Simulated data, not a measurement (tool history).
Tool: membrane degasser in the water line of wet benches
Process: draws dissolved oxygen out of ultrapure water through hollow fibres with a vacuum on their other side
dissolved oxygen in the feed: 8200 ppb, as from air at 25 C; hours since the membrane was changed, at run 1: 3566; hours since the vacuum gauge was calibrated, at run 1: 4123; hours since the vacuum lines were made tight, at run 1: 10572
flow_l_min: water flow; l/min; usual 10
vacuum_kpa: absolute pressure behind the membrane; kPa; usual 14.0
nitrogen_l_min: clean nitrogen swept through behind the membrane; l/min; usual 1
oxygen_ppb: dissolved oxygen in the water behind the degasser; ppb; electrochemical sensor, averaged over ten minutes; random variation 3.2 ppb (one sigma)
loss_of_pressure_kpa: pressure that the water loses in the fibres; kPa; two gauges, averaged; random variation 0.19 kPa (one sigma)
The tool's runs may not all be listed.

run,hour,flow_l_min,vacuum_kpa,nitrogen_l_min,hours since the membrane was changed,hours since the vacuum gauge was calibrated,hours since the vacuum lines were made tight,oxygen_ppb,loss_of_pressure_kpa
1,0.0,10,14.0,1,3566,4123,10572,340.1,37.09
2,55.1,10,14.0,1,3621,4178,10627,340.5,37.37
3,188.1,10,14.0,1,3754,4311,10760,338.1,37.17
4,262.3,10,14.0,1,3829,4385,10834,343.6,37.07
5,365.3,10,14.0,1,3932,4488,10937,338.8,37.48
6,422.9,10,21.5,1,3989,4546,10995,506.6,37.75
7,507.9,10,21.5,1,4074,4631,11080,504.7,37.14
8,603.3,7,20.0,1,4170,4726,11175,308.6,25.83
9,719.4,10,25.8,1,4286,4842,11292,588.3,37.69
10,831.5,10,25.8,1,4398,4954,11404,600.2,37.76

Run 11 comes next. What will it give?
11,962.2,10,25.8,1,4529,5085,11534,?,?

Run 11 gave oxygen_ppb 602.7 ppb, loss_of_pressure_kpa 37.58 kPa.
Without the tool's hidden state the same run would have given oxygen_ppb 574.8 ppb, loss_of_pressure_kpa 36.57 kPa.
